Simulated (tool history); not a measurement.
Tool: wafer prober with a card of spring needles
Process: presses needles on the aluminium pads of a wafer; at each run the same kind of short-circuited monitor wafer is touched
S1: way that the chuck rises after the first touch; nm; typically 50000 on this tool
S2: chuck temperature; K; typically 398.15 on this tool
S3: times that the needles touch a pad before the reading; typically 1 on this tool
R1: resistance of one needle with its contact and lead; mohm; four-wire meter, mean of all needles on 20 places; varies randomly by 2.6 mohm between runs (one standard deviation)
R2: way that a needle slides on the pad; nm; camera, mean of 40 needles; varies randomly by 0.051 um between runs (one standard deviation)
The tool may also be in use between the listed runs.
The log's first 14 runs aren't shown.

At day 6.65: tips cleaned on abrasive film.
Run 15, day 6.717: usual settings. Result: R1 317 mohm, R2 10580 nm.
Run 16, day 7.333: usual settings. Result: R1 345 mohm, R2 10520 nm.
At day 7.596: tips cleaned on abrasive film.
Run 17, day 7.867: usual settings. Result: R1 323 mohm, R2 10440 nm.
Run 18, day 8.488: usual settings. Result: R1 336 mohm, R2 10620 nm.
At day 8.558: tips cleaned on abrasive film.
Run 19, day 9.046: usual settings but S3 3. Result: R1 312 mohm, R2 10550 nm.
Run 20, day 9.475: usual settings but S1 40000 nm, S2 319.15 K, S3 2. Result: R1 327 mohm, R2 8390 nm.
At day 9.533: tips cleaned on abrasive film.
Run 21, day 9.921: usual settings but S1 30000 nm, S2 314.15 K. Result: R1 393 mohm, R2 6270 nm.
Run 22, day 10.45: usual settings but S2 382.15 K, S3 2. Result: R1 324 mohm, R2 10490 nm.
At day 10.496: tips cleaned on abrasive film.
Run 23, day 11.038: usual settings but S2 382.15 K, S3 2. Result: R1 323 mohm, R2 10450 nm.
At day 11.462: tips cleaned on abrasive film.
Run 24, day 11.479: usual settings but S1 48000 nm, S3 2. Result: R1 306 mohm, R2 10020 nm.
Run 25, day 11.842: usual settings but S1 49000 nm, S2 374.15 K, S3 2. Result: R1 317 mohm, R2 10300 nm.
Run 26, day 12.312: usual settings but S1 49000 nm, S2 374.15 K, S3 2. Result: R1 321 mohm, R2 10270 nm.
At day 12.412: tips cleaned on abrasive film.
Run 27, day 12.762: usual settings but S1 30000 nm, S2 321.15 K. Result: R1 394 mohm, R2 6100 nm.
Run 28, day 13.262: usual settings but S1 63000 nm, S2 388.15 K. Result: R1 322 mohm, R2 13380 nm.
At day 13.388: tips cleaned on abrasive film.
Run 29, day 13.767: usual settings but S1 35000 nm, S2 371.15 K. Result: R1 379 mohm, R2 7180 nm.
Run 30, day 14.021: usual settings but S1 35000 nm, S2 371.15 K. Result: R1 391 mohm, R2 7100 nm.
Run 31, day 14.296: usual settings but S1 53000 nm, S2 315.15 K, S3 2. Result: R1 303 mohm, R2 11070 nm.
At day 14.354: tips cleaned on abrasive film.
At day 14.725: height of the first contact set anew.
Run 32, day 14.858: usual settings but S1 53000 nm, S2 315.15 K, S3 2. Result: R1 295 mohm, R2 11400 nm.
At day 15.338: tips cleaned on abrasive film.
Run 33, day 15.471: usual settings but S1 53000 nm, S2 315.15 K, S3 2. Result: R1 284 mohm, R2 11450 nm.

4 options for the next run, each taken on its own from the tool as it stands now. Forecast them:
Run A, day 15.779: usual settings but S2 308.15 K. Result: R1 ?, R2 ?.
Run B, day 15.779: usual settings but S1 33000 nm, S2 389.15 K, S3 2. Result: R1 ?, R2 ?.
Run C, day 15.779: usual settings but S1 43000 nm, S2 309.15 K, S3 3. Result: R1 ?, R2 ?.
Run D, day 15.779: usual settings but S3 2. Result: R1 ?, R2 ?.

run   R1     R2
  A  312  10810
  B  355   7080
  C  296   9270
  D  319  10780
With no hidden state in the tool, these same runs would have given:
run   R1     R2
  A  272  10830
  B  308   7100
  C  276   9290
  D  298  10800
